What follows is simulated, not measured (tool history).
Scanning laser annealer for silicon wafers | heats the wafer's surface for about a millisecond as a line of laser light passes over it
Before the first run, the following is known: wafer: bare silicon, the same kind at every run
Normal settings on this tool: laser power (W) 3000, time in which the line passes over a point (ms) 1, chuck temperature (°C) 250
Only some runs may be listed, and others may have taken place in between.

run,hour,laser power (W),time in which the line passes over a point (ms),chuck temperature (°C),highest temperature of the surface (°C)
1,0,3000,1,250,1043
2,5,3000,1,250,1042
3,14.3,3000,1,250,1042
4,23.5,3000,1,250,1044
5,27.8,3000,0.88,250,996
6,35.4,3000,0.88,250,996
7,44.6,3000,1,246,1036
# hour 47: window over the wafer cleaned
8,53,3000,1,257,1044
9,62.5,2875,1,224,966
10,67.8,2599,0.78,222,804
11,76.6,2599,0.87,222,833
12,82.6,3239,0.84,257,1062
# hour 86.5: window over the wafer cleaned, once more
13,91.8,3000,1.02,266,1085
14,100.6,2798,0.96,247,974
15,109.8,3000,0.9,250,1027
16,119,3000,0.9,268,1039

Below, some changes in highest temperature of the surface (°C) between adjacent runs. For each, the amount present without the hidden state too (settings, incoming material, random variation) and the amount remaining for the hidden state with gauge scatter not shared by both compared results:
Hidden state at play: light that passes the window, % of a clean one's; laser's true power over the reading, %; width of the line over the set one, %; drift of the gauge itself on peak_c, C.
Run 11 -> 12: laser power (W) 2599 -> 3239, time in which the line passes over a point (ms) 0.87 -> 0.84, chuck temperature (°C) 222 -> 257. highest temperature of the surface (°C) +229: hidden state -10, all else +239.
Run 12 -> 13: laser power (W) 3239 -> 3000, time in which the line passes over a point (ms) 0.84 -> 1.02, chuck temperature (°C) 257 -> 266, window over the wafer cleaned, once more. highest temperature of the surface (°C) +23: hidden state +28, all else -5.
